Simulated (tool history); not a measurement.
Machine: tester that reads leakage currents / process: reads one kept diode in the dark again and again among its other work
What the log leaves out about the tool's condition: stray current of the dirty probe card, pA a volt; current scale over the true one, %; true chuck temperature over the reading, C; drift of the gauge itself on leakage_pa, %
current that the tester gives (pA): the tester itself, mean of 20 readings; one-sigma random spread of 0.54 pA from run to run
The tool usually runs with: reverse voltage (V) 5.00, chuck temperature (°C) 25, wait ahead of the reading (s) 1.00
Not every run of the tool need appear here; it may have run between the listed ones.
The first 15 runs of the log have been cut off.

| run | hour | reverse voltage (V) | chuck temperature (°C) | wait ahead of the reading (s) | hours of work since the probe card was cleaned | hours of work since the tester was calibrated | hours of work since the chuck was calibrated | current that the tester gives (pA) |
|---|---|---|---|---|---|---|---|---|
|  | 448.5 | chuck's temperature calibrated |
| 16 | 470.5 | 10.77 | 25 | 1.00 | 1652 | 583 | 14 | 270.88 |
| 17 | 497.6 | 10.77 | 25 | 1.00 | 1669 | 599 | 30 | 269.96 |
| 18 | 517.4 | 10.77 | 25 | 1.00 | 1681 | 611 | 42 | 270.78 |
| 19 | 558.5 | 10.77 | 25 | 1.00 | 1706 | 637 | 68 | 271.16 |
| 20 | 592.1 | 9.48 | 25 | 1.00 | 1727 | 657 | 88 | 254.40 |
| 21 | 615.3 | 9.48 | 25 | 1.00 | 1741 | 672 | 103 | 252.65 |
| 22 | 641.6 | 9.48 | 25 | 1.00 | 1757 | 688 | 119 | 254.08 |
| 23 | 671.2 | 2.12 | 32 | 5.51 | 1775 | 706 | 137 | 191.74 |
| 24 | 691.1 | 13.37 | 37 | 1.22 | 1788 | 718 | 149 | 751.85 |
| 25 | 730.9 | 3.98 | 24 | 1.66 | 1812 | 743 | 174 | 145.58 |
| 26 | 770.0 | 3.98 | 24 | 1.66 | 1836 | 767 | 198 | 145.37 |
| 27 | 790.9 | 18.70 | 50 | 2.66 | 1849 | 779 | 210 | 2208.48 |
| 28 | 814.4 | 1.06 | 25 | 9.71 | 1863 | 794 | 225 | 77.20 |
| 29 | 848.0 | 1.06 | 25 | 9.71 | 1884 | 815 | 246 | 76.90 |
| 30 | 876.2 | 19.21 | 25 | 1.46 | 1901 | 832 | 263 | 370.03 |
| 31 | 919.4 | 19.21 | 25 | 1.46 | 1928 | 858 | 289 | 371.35 |
| 32 | 948.6 | 5.00 | 25 | 6.73 | 1946 | 876 | 307 | 178.36 |
| 33 | 991.6 | 5.00 | 25 | 7.52 | 1972 | 903 | 334 | 178.43 |
| 34 | 1013.4 | 5.00 | 25 | 7.52 | 1986 | 916 | 347 | 178.17 |
| 35 | 1033.8 | 5.00 | 46 | 1.00 | 1998 | 929 | 360 | 825.77 |
| 36 | 1075.9 | 5.00 | 46 | 1.00 | 2024 | 955 | 386 | 829.21 |
| 37 | 1112.0 | 5.00 | 46 | 1.00 | 2046 | 977 | 408 | 829.65 |
| 38 | 1138.0 | 2.01 | 35 | 0.38 | 2062 | 993 | 424 | 233.05 |
| 39 | 1177.8 | 5.00 | 22 | 1.00 | 2087 | 1017 | 448 | 141.34 |

Consider 4 possible next runs. They are alternatives, not a sequence: every one starts from the tool as it was left by run 39. What does each give?
| A | 1219.4 | 2.72 | 26 | 0.98 | 2112 | 1043 | 474 | ? |
| B | 1219.4 | 16.08 | 22 | 6.36 | 2112 | 1043 | 474 | ? |
| C | 1219.4 | 1.20 | 24 | 2.44 | 2112 | 1043 | 474 | ? |
| D | 1219.4 | 6.21 | 39 | 1.00 | 2112 | 1043 | 474 | ? |

| run | current that the tester gives (pA) |
|---|---|
| A | 138.82 |
| B | 265.08 |
| C | 76.26 |
| D | 572.83 |
Without the tool's hidden state the same runs would have given:
| run | current that the tester gives (pA) |
|---|---|
| A | 138.61 |
| B | 264.42 |
| C | 76.15 |
| D | 572.13 |

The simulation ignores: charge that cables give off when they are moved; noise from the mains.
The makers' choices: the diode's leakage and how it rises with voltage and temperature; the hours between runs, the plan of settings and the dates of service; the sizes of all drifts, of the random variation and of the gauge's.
